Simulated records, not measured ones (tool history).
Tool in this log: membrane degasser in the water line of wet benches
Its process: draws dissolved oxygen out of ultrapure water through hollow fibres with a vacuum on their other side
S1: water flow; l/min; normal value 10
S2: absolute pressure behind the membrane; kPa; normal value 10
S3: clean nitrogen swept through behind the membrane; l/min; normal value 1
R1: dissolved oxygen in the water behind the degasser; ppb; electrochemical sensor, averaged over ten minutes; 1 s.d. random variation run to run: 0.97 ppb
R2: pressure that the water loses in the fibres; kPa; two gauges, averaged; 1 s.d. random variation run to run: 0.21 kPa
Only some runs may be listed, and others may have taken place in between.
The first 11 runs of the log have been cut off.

Run 12, hour 622.2: usual settings. Result: R1 163.3 ppb, R2 46.59 kPa.
Run 13, hour 708.1: usual settings. Result: R1 164.1 ppb, R2 46.22 kPa.
Run 14, hour 780.8: usual settings. Result: R1 164.2 ppb, R2 46.52 kPa.
Run 15, hour 839.5: usual settings. Result: R1 163.6 ppb, R2 46.38 kPa.
Run 16, hour 874.3: usual settings. Result: R1 165.2 ppb, R2 46.31 kPa.
Run 17, hour 947.7: usual settings but S1 11 l/min, S2 10.8 kPa, S3 1.1 l/min. Result: R1 185.2 ppb, R2 51.74 kPa.
Run 18, hour 1015.2: usual settings but S1 11 l/min, S2 22.6 kPa, S3 0.78 l/min. Result: R1 596.4 ppb, R2 51.11 kPa.
Run 19, hour 1054.4: usual settings but S1 9 l/min, S2 11 kPa, S3 1.14 l/min. Result: R1 149.6 ppb, R2 42.05 kPa.
Run 20, hour 1091.6: usual settings but S1 9 l/min, S2 11 kPa, S3 1.14 l/min. Result: R1 148.1 ppb, R2 41.75 kPa.
Run 21, hour 1164.5: usual settings but S1 9 l/min, S3 2.28 l/min. Result: R1 68.7 ppb, R2 41.48 kPa.
Run 22, hour 1202.4: usual settings but S1 9 l/min, S2 7.5 kPa, S3 0.55 l/min. Result: R1 163.3 ppb, R2 41.94 kPa.
Run 23, hour 1275.1: usual settings but S2 9.3 kPa, S3 2.22 l/min. Result: R1 72.8 ppb, R2 46.18 kPa.
Run 24, hour 1310.1: usual settings but S1 7 l/min, S2 9.6 kPa, S3 2.22 l/min. Result: R1 51.1 ppb, R2 32.54 kPa.
Run 25, hour 1395.2: usual settings but S2 9.6 kPa, S3 0.65 l/min. Result: R1 225 ppb, R2 46.15 kPa.
Run 26, hour 1463: usual settings but S2 9.6 kPa, S3 0.65 l/min. Result: R1 225.8 ppb, R2 45.96 kPa.
Run 27, hour 1519.5: usual settings but S1 9 l/min, S3 2.2 l/min. Result: R1 70.9 ppb, R2 41.37 kPa.
Run 28, hour 1567.4: usual settings but S2 9.8 kPa, S3 0.75 l/min. Result: R1 204.6 ppb, R2 46.17 kPa.
Run 29, hour 1623.1: usual settings but S2 8.7 kPa, S3 0.75 l/min. Result: R1 171.4 ppb, R2 46.13 kPa.
Run 30, hour 1670.7: usual settings but S2 8.7 kPa, S3 0.75 l/min. Result: R1 171 ppb, R2 45.52 kPa.
Run 31, hour 1710.6: usual settings but S2 8.7 kPa, S3 0.75 l/min. Result: R1 173 ppb, R2 45.63 kPa.

What if the next run were any one of these 3? Each begins from the tool's condition after run 31:
Run A, hour 1772.1: usual settings but S1 11 l/min, S3 1.6 l/min. Result: R1 ?, R2 ?.
Run B, hour 1772.1: usual settings but S2 11.6 kPa, S3 0.97 l/min. Result: R1 ?, R2 ?.
Run C, hour 1772.1: usual settings but S1 7 l/min, S2 13.1 kPa. Result: R1 ?, R2 ?.

run     R1     R2
  A  119.6  50.65
  B  205.2   45.8
  C  164.5  32.03
The same runs, with their run-to-run variation unchanged, on a tool lacking any hidden condition would have given:
run     R1     R2
  A  119.5  51.66
  B  205.2  46.72
  C  164.4  32.67
